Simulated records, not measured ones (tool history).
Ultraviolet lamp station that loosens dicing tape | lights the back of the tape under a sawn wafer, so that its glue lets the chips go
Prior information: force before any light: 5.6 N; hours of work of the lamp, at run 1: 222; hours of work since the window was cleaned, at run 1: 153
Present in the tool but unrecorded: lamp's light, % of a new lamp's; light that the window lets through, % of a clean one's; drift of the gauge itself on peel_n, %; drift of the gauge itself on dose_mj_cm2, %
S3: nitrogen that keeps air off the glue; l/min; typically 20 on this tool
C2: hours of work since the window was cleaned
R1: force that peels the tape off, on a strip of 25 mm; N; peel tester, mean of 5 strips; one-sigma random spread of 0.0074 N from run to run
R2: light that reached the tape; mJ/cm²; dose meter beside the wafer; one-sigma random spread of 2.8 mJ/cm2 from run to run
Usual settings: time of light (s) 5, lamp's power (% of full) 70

Run 1, hour 0.0: usual settings; hours of work of the lamp 222; C2 153. Result: R1 0.337 N, R2 355 mJ/cm².
Run 2, hour 18.1: usual settings but lamp's power (% of full) 62; hours of work of the lamp 230; C2 160. Result: R1 0.402 N, R2 312 mJ/cm².
Run 3, hour 27.3: usual settings; hours of work of the lamp 233; C2 164. Result: R1 0.319 N, R2 354 mJ/cm².
Run 4, hour 41.2: usual settings; hours of work of the lamp 239; C2 169. Result: R1 0.329 N, R2 349 mJ/cm².
Run 5, hour 55.2: usual settings; hours of work of the lamp 245; C2 175. Result: R1 0.337 N, R2 349 mJ/cm².
Run 6, hour 69.6: usual settings; hours of work of the lamp 251; C2 181. Result: R1 0.331 N, R2 346 mJ/cm².
Run 7, hour 79.4: usual settings; hours of work of the lamp 255; C2 185. Result: R1 0.327 N, R2 349 mJ/cm².
Run 8, hour 98.5: usual settings; hours of work of the lamp 262; C2 193. Result: R1 0.332 N, R2 346 mJ/cm².
Run 9, hour 119.9: usual settings; hours of work of the lamp 271; C2 201. Result: R1 0.343 N, R2 345 mJ/cm².
Run 10, hour 129.6: usual settings but time of light (s) 2, lamp's power (% of full) 97, S3 34 l/min; hours of work of the lamp 275; C2 205. Result: R1 0.765 N, R2 193 mJ/cm².
Run 11, hour 150.2: usual settings but lamp's power (% of full) 88, S3 21 l/min; hours of work of the lamp 283; C2 214. Result: R1 0.221 N, R2 428 mJ/cm².
Run 12, hour 161.5: usual settings but lamp's power (% of full) 88, S3 21 l/min; hours of work of the lamp 288; C2 218. Result: R1 0.223 N, R2 432 mJ/cm².
At hour 163.0: window cleaned of glue's vapour.
Run 13, hour 180.1: usual settings but lamp's power (% of full) 88, S3 21 l/min; hours of work of the lamp 295; C2 7. Result: R1 0.239 N, R2 417 mJ/cm².
Run 14, hour 189.3: usual settings but time of light (s) 4, lamp's power (% of full) 62, S3 8 l/min; hours of work of the lamp 299; C2 11. Result: R1 1.307 N, R2 237 mJ/cm².
Run 15, hour 199.0: usual settings but lamp's power (% of full) 67, S3 8 l/min; hours of work of the lamp 303; C2 15. Result: R1 0.780 N, R2 322 mJ/cm².
Run 16, hour 215.4: usual settings but lamp's power (% of full) 67, S3 8 l/min; hours of work of the lamp 310; C2 21. Result: R1 0.808 N, R2 313 mJ/cm².
Run 17, hour 228.3: usual settings but time of light (s) 3, lamp's power (% of full) 96, S3 25 l/min; hours of work of the lamp 315; C2 27. Result: R1 0.475 N, R2 273 mJ/cm².
Run 18, hour 237.7: usual settings but time of light (s) 3, lamp's power (% of full) 69, S3 8 l/min; hours of work of the lamp 319; C2 30. Result: R1 1.611 N, R2 193 mJ/cm².

Predict each of these 3 candidate next runs independently; none follows another, all start after run 18:
Run A, hour 251.7: usual settings but S3 6 l/min; hours of work of the lamp 324; C2 36. Result: R1 ?, R2 ?.
Run B, hour 251.7: usual settings but lamp's power (% of full) 83; hours of work of the lamp 324; C2 36. Result: R1 ?, R2 ?.
Run C, hour 251.7: usual settings but time of light (s) 7, lamp's power (% of full) 69, S3 8 l/min; hours of work of the lamp 324; C2 36. Result: R1 ?, R2 ?.

run     R1   R2
  A  0.916  325
  B  0.280  385
  C  0.423  449
With the hidden condition removed and each run's random variation left untouched, the same runs would have given:
run     R1   R2
  A  0.680  385
  B  0.214  457
  C  0.306  531
